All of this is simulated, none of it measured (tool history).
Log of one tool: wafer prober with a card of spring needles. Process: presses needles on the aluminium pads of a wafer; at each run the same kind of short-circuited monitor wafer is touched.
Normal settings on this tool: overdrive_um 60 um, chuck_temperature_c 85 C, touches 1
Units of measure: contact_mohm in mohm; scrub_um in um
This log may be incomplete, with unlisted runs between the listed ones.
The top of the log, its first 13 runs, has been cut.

run	hour	overdrive_um	chuck_temperature_c	touches	contact_mohm	scrub_um
# hour 94.1: tips cleaned on abrasive film
14	96.3	60	85	1	239	9.99
# hour 101.4: tips cleaned on abrasive film
15	101.4	60	85	1	233	9.89
# hour 108.2: tips cleaned on abrasive film
16	109.6	60	85	1	232	9.83
17	114.4	60	85	1	233	9.91
# hour 115.4: tips cleaned on abrasive film
# hour 117.0: gauge calibrated
18	120.7	80	84	1	235	13.48
# hour 122.1: tips cleaned on abrasive film
19	126.7	60	85	1	238	10.03
# hour 129.3: tips cleaned on abrasive film
20	134.0	49	89	1	241	8.26
# hour 136.4: tips cleaned on abrasive film
21	142.0	67	34	1	223	11.19
# hour 143.3: tips cleaned on abrasive film
22	148.0	67	34	1	222	11.12
# hour 150.4: tips cleaned on abrasive film
23	153.9	40	90	1	242	6.75
# hour 157.6: tips cleaned on abrasive film
24	158.5	40	90	1	243	6.69
# hour 164.8: tips cleaned on abrasive film
25	166.3	40	53	2	234	6.63
26	170.8	72	55	2	230	11.92
# hour 172.1: tips cleaned on abrasive film
27	174.8	72	55	2	227	11.94
# hour 179.2: tips cleaned on abrasive film
28	183.1	72	36	2	223	11.87
# hour 186.2: tips cleaned on abrasive film
29	188.9	54	78	1	235	8.94
# hour 193.1: tips cleaned on abrasive film
30	194.3	58	96	2	242	9.56
31	199.4	77	52	2	227	12.65
# hour 200.0: tips cleaned on abrasive film
# hour 207.0: tips cleaned on abrasive film
32	207.3	41	39	2	226	6.77
# hour 213.9: tips cleaned on abrasive film
33	213.9	56	51	2	231	9.13

Below are 3 alternative next runs, each starting from the tool's condition after run 33. Predict each:
# hour 221.1: tips cleaned on abrasive film
A	223.5	49	95	1	?	?
# hour 221.1: tips cleaned on abrasive film
B	223.5	56	50	2	?	?
# hour 221.1: tips cleaned on abrasive film
C	223.5	63	47	1	?	?

run	contact_mohm	scrub_um
A	237	7.97
B	226	9.17
C	227	10.33
What these runs would have given with no unlogged condition in the tool:
run	contact_mohm	scrub_um
A	237	8.19
B	225	9.42
C	227	10.62
